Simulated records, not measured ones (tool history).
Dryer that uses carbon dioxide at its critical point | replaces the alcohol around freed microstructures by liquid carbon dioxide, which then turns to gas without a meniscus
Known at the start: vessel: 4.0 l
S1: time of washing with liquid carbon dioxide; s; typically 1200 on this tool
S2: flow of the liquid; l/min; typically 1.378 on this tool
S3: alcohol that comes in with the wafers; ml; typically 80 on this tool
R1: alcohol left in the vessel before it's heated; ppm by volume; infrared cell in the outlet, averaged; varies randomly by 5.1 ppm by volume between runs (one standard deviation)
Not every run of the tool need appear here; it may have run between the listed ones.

run,hour,S1,S2,S3,R1
1,0,1200,1.378,80,62
2,3.8,1140,1.378,80,87
3,11.8,1140,1.378,80,77
4,18.8,1140,1.378,80,81
5,27.4,1140,1.378,80,84
6,31.4,1140,1.378,80,88
7,39.8,1140,1.378,80,78
8,46.3,1200,1.378,93,93
9,54.2,1200,1.378,29,31
10,59,1860,1.378,80,11
11,62.8,1200,1.99,80,21
12,71.7,1200,1.99,80,23
13,76.9,1200,1.99,80,13
14,82.7,1200,1.99,80,23
15,90.3,1200,1.378,61,58
16,95.7,1200,1.378,61,59
17,104.1,1200,0.98,80,342
18,112.8,1200,0.98,80,334
19,121.7,1200,0.98,80,348
20,129,1200,0.98,80,361
21,135.6,1200,0.98,80,363
22,143.8,1200,0.98,80,361
23,152,1200,0.98,80,375
24,157.1,1200,0.98,80,356
25,165.9,1440,0.98,50,111
26,170.2,1440,0.98,50,121
27,178.7,1740,1.21,28,24
28,183.8,1260,0.98,27,114
29,192.5,1500,1.52,22,20
30,201.4,1500,1.54,36,32
31,209.6,1500,1.54,36,13
32,215.4,1200,1.18,80,182
33,219.8,1200,1.18,80,181
34,224.9,1200,1.5,80,62
35,229.8,1380,1.91,76,28
36,234.5,1500,1.51,76,25
37,241.9,1080,0.91,80,730
38,246.6,1080,0.91,80,757
39,255.3,1440,1.34,38,35
40,263.3,1440,1.34,38,39
41,272.4,1200,1.19,55,139
42,277.5,1380,1.41,34,35
43,284.4,1200,0.87,80,657
44,289.8,1680,0.86,80,197
45,297.3,1680,0.86,80,192
46,305.7,720,2.21,80,122
47,311.7,1200,1.378,55,89

A few steps of R1 between consecutive runs. Split each: what settings, incoming material and random variation would produce without the hidden state, and what is left over for the hidden state, along with gauge scatter present in only one of the two compared results (measured, and without hidden state):
Hidden conditions of the tool in this case: flow that reaches the vessel past the clogged filter, %; alcohol in the recycled carbon dioxide, ppm; drift of the gauge itself on alcohol_ppm, %.
Run 36 -> 37: S1 1500 -> 1080, S2 1.51 -> 0.91, S3 76 -> 80. R1 +705 ppm by volume: hidden state +202, all else +503.
Run 38 -> 39: S1 1080 -> 1440, S2 0.91 -> 1.34, S3 80 -> 38. R1 -722 ppm by volume: hidden state -210, all else -512.
Run 42 -> 43: S1 1380 -> 1200, S2 1.41 -> 0.87, S3 34 -> 80. R1 +622 ppm by volume: hidden state +205, all else +417.
